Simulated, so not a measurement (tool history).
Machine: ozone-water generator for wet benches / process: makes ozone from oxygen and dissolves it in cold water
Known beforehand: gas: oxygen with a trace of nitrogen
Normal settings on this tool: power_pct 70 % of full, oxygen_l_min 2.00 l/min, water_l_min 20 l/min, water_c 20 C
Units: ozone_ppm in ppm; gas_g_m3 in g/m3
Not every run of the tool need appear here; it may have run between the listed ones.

| run | hour | power_pct | oxygen_l_min | water_l_min | water_c | ozone_ppm | gas_g_m3 |
|---|---|---|---|---|---|---|---|
| 1 | 0.0 | 70 | 2.00 | 20 | 20 | 14.3 | 247.7 |
|  | 6.4 | water thermometer calibrated |
| 2 | 68.2 | 70 | 2.00 | 20 | 20 | 14.8 | 248.0 |
| 3 | 167.2 | 70 | 2.00 | 20 | 15 | 14.7 | 250.0 |
| 4 | 218.4 | 70 | 2.04 | 20 | 20 | 14.6 | 247.2 |
| 5 | 311.1 | 70 | 2.04 | 20 | 20 | 14.3 | 245.8 |
| 6 | 389.6 | 70 | 2.04 | 20 | 20 | 14.5 | 245.9 |
| 7 | 492.8 | 70 | 2.04 | 20 | 20 | 14.8 | 245.9 |
| 8 | 577.9 | 70 | 2.23 | 20 | 20 | 14.8 | 236.5 |
| 9 | 633.0 | 63 | 2.41 | 23 | 20 | 12.6 | 215.0 |
| 10 | 708.0 | 70 | 2.05 | 21 | 28 | 13.1 | 245.2 |
| 11 | 751.5 | 99 | 2.69 | 24 | 20 | 16.5 | 273.8 |
| 12 | 832.7 | 99 | 2.69 | 24 | 20 | 16.7 | 275.7 |
| 13 | 877.1 | 57 | 1.33 | 19 | 24 | 11.2 | 256.2 |
| 14 | 979.1 | 57 | 1.33 | 19 | 24 | 11.1 | 257.9 |
| 15 | 1073.8 | 70 | 2.00 | 14 | 20 | 19.8 | 249.6 |
| 16 | 1158.8 | 70 | 2.00 | 16 | 20 | 17.8 | 248.3 |

4 options for the next run, each taken on its own from the tool as it stands now. Forecast them:
| A | 1220.0 | 70 | 2.00 | 16 | 14 | ? | ? |
| B | 1220.0 | 70 | 1.71 | 26 | 20 | ? | ? |
| C | 1220.0 | 70 | 2.00 | 15 | 16 | ? | ? |
| D | 1220.0 | 70 | 2.00 | 20 | 24 | ? | ? |

| run | ozone_ppm | gas_g_m3 |
|---|---|---|
| A | 18.8 | 247.6 |
| B | 10.4 | 261.9 |
| C | 19.5 | 248.6 |
| D | 14.1 | 249.0 |
The same runs, with their run-to-run variation unchanged, on a tool lacking any hidden condition would have given:
| run | ozone_ppm | gas_g_m3 |
|---|---|---|
| A | 18.9 | 247.6 |
| B | 10.4 | 262.0 |
| C | 19.5 | 248.7 |
| D | 14.1 | 249.0 |
